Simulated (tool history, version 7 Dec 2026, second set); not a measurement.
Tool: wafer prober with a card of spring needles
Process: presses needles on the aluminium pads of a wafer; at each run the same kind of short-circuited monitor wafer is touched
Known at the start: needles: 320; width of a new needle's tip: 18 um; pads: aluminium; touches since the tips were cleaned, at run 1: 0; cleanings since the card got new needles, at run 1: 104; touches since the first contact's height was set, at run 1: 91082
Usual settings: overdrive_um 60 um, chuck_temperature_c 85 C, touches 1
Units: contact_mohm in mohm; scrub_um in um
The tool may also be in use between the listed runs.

run,hour,overdrive_um,chuck_temperature_c,touches,touches since the tips were cleaned,cleanings since the card got new needles,touches since the first contact's height was set,contact_mohm,scrub_um
1,0.0,60,85,1,0,104,91082,156,11.29
# hour 15.0: tips cleaned on abrasive film
# hour 30.0: tips cleaned on abrasive film
# hour 44.9: tips cleaned on abrasive film
2,51.5,60,85,1,1216,107,100595,306,11.09
# hour 57.5: tips cleaned on abrasive film
# hour 72.5: tips cleaned on abrasive film
# hour 87.5: tips cleaned on abrasive film
# hour 99.5: tips cleaned on abrasive film
# hour 114.5: tips cleaned on abrasive film
# hour 129.3: tips cleaned on abrasive film
3,129.3,60,85,3,0,113,114947,150,10.80
# hour 144.2: tips cleaned on abrasive film
# hour 159.2: tips cleaned on abrasive film
# hour 171.2: tips cleaned on abrasive film
# hour 186.2: tips cleaned on abrasive film
# hour 198.2: tips cleaned on abrasive film
# hour 213.2: tips cleaned on abrasive film
4,219.1,60,85,2,1095,119,131529,239,10.80
# hour 228.1: tips cleaned on abrasive film
# hour 243.1: tips cleaned on abrasive film
# hour 258.0: tips cleaned on abrasive film
# hour 273.0: tips cleaned on abrasive film
5,277.9,60,85,2,905,123,142390,243,10.94
# hour 286.9: tips cleaned on abrasive film
# hour 301.9: tips cleaned on abrasive film
# hour 316.8: tips cleaned on abrasive film
# hour 331.8: tips cleaned on abrasive film
6,335.9,60,85,2,754,127,153100,232,10.81
# hour 344.9: tips cleaned on abrasive film
# hour 359.9: tips cleaned on abrasive film
# hour 371.9: tips cleaned on abrasive film
# hour 386.8: tips cleaned on abrasive film
# hour 401.8: tips cleaned on abrasive film
7,406.4,60,85,2,842,132,166110,228,10.53
# hour 415.4: tips cleaned on abrasive film
# hour 430.4: tips cleaned on abrasive film
# hour 445.3: tips cleaned on abrasive film
# hour 457.3: tips cleaned on abrasive film
# hour 472.3: tips cleaned on abrasive film
# hour 484.3: tips cleaned on abrasive film
8,488.3,60,85,1,742,138,181233,291,10.64
# hour 494.5: height of the first contact set anew
# hour 497.6: tips cleaned on abrasive film
# hour 512.6: tips cleaned on abrasive film
# hour 524.6: tips cleaned on abrasive film
# hour 539.6: tips cleaned on abrasive film
# hour 551.6: tips cleaned on abrasive film
# hour 566.5: tips cleaned on abrasive film
# hour 579.5: tips cleaned on abrasive film
9,579.5,60,68,1,0,145,15659,162,9.64
# hour 594.4: tips cleaned on abrasive film
# hour 606.4: tips cleaned on abrasive film
# hour 618.4: tips cleaned on abrasive film
# hour 631.3: tips cleaned on abrasive film
10,631.3,60,68,1,0,149,25213,178,9.63
# hour 643.3: tips cleaned on abrasive film
# hour 655.3: tips cleaned on abrasive film
# hour 670.2: tips cleaned on abrasive film
# hour 682.2: tips cleaned on abrasive film
11,683.7,60,68,1,266,153,34883,240,9.58
# hour 695.7: tips cleaned on abrasive film
# hour 710.6: tips cleaned on abrasive film
# hour 725.6: tips cleaned on abrasive film
# hour 739.8: tips cleaned on abrasive film
12,739.8,60,68,1,0,157,45252,178,9.32
# hour 751.8: tips cleaned on abrasive film
# hour 766.8: tips cleaned on abrasive film
# hour 781.8: tips cleaned on abrasive film
# hour 793.8: tips cleaned on abrasive film
# hour 800.0: height of the first contact set anew, once more
# hour 809.1: tips cleaned on abrasive film
# hour 824.0: tips cleaned on abrasive film
13,825.6,60,68,1,294,163,4718,212,11.76
# hour 837.6: tips cleaned on abrasive film
# hour 849.6: tips cleaned on abrasive film
# hour 864.2: tips cleaned on abrasive film
14,864.2,60,68,1,0,166,11843,166,11.59
# hour 879.2: tips cleaned on abrasive film
# hour 894.2: tips cleaned on abrasive film
# hour 909.2: tips cleaned on abrasive film
# hour 924.1: tips cleaned on abrasive film
# hour 936.1: tips cleaned on abrasive film
15,947.7,60,27,1,2156,171,27273,422,11.65
# hour 950.8: tips cleaned on abrasive film
# hour 965.8: tips cleaned on abrasive film
# hour 980.8: tips cleaned on abrasive film
# hour 995.7: tips cleaned on abrasive film
# hour 1008.4: tips cleaned on abrasive film
16,1008.4,64,94,1,0,176,38455,168,12.52
# hour 1023.3: tips cleaned on abrasive film
# hour 1035.3: tips cleaned on abrasive film
# hour 1050.3: tips cleaned on abrasive film
# hour 1065.3: tips cleaned on abrasive film
17,1076.7,68,62,2,2113,180,51076,268,12.97
# hour 1079.7: tips cleaned on abrasive film
# hour 1094.7: tips cleaned on abrasive film
# hour 1109.7: tips cleaned on abrasive film
# hour 1121.7: tips cleaned on abrasive film
18,1132.9,60,44,2,2091,184,61464,313,11.44
# hour 1136.0: tips cleaned on abrasive film
# hour 1148.0: tips cleaned on abrasive film
# hour 1163.0: tips cleaned on abrasive film
# hour 1177.9: tips cleaned on abrasive film
19,1179.3,60,44,2,259,188,70019,187,11.27
# hour 1191.3: tips cleaned on abrasive film
# hour 1206.3: tips cleaned on abrasive film
# hour 1221.3: tips cleaned on abrasive film
# hour 1235.1: tips cleaned on abrasive film
20,1235.1,60,104,2,0,192,80314,164,11.23
# hour 1250.1: tips cleaned on abrasive film
# hour 1265.1: tips cleaned on abrasive film
# hour 1280.0: tips cleaned on abrasive film
# hour 1292.0: tips cleaned on abrasive film
21,1302.8,60,26,3,2000,196,92823,242,11.22
# hour 1305.9: tips cleaned on abrasive film
# hour 1320.8: tips cleaned on abrasive film
# hour 1332.8: tips cleaned on abrasive film
# hour 1347.8: tips cleaned on abrasive film
# hour 1362.8: tips cleaned on abrasive film
22,1366.8,60,26,3,735,201,104621,202,11.05
# hour 1375.8: tips cleaned on abrasive film
# hour 1387.8: tips cleaned on abrasive film
# hour 1402.8: tips cleaned on abrasive film
# hour 1417.7: tips cleaned on abrasive film
# hour 1432.7: tips cleaned on abrasive film
# hour 1444.7: tips cleaned on abrasive film
23,1447.9,65,106,3,590,207,119593,181,11.87
# hour 1456.9: tips cleaned on abrasive film
# hour 1471.9: tips cleaned on abrasive film
# hour 1486.8: tips cleaned on abrasive film
# hour 1501.8: tips cleaned on abrasive film
# hour 1513.8: tips cleaned on abrasive film
# hour 1527.7: tips cleaned on abrasive film
24,1527.7,65,106,3,0,213,134322,153,12.02

Forecast each of these 4 alternatives for the next run:
# hour 1542.7: tips cleaned on abrasive film
# hour 1557.7: tips cleaned on abrasive film
# hour 1572.6: tips cleaned on abrasive film
# hour 1587.6: tips cleaned on abrasive film
# hour 1602.6: tips cleaned on abrasive film
# hour 1615.3: tips cleaned on abrasive film
A,1615.3,44,83,2,0,219,150503,?,?
# hour 1542.7: tips cleaned on abrasive film
# hour 1557.7: tips cleaned on abrasive film
# hour 1572.6: tips cleaned on abrasive film
# hour 1587.6: tips cleaned on abrasive film
# hour 1602.6: tips cleaned on abrasive film
# hour 1615.3: tips cleaned on abrasive film
B,1615.3,75,106,1,0,219,150503,?,?
# hour 1542.7: tips cleaned on abrasive film
# hour 1557.7: tips cleaned on abrasive film
# hour 1572.6: tips cleaned on abrasive film
# hour 1587.6: tips cleaned on abrasive film
# hour 1602.6: tips cleaned on abrasive film
# hour 1615.3: tips cleaned on abrasive film
C,1615.3,65,106,2,0,219,150503,?,?
# hour 1542.7: tips cleaned on abrasive film
# hour 1557.7: tips cleaned on abrasive film
# hour 1572.6: tips cleaned on abrasive film
# hour 1587.6: tips cleaned on abrasive film
# hour 1602.6: tips cleaned on abrasive film
# hour 1615.3: tips cleaned on abrasive film
D,1615.3,79,88,3,0,219,150503,?,?

run,contact_mohm,scrub_um
A,202,7.61
B,167,13.55
C,164,11.81
D,147,14.58
Without the tool's hidden state the same runs would have given:
run,contact_mohm,scrub_um
A,144,8.67
B,137,14.61
C,138,12.88
D,133,15.64
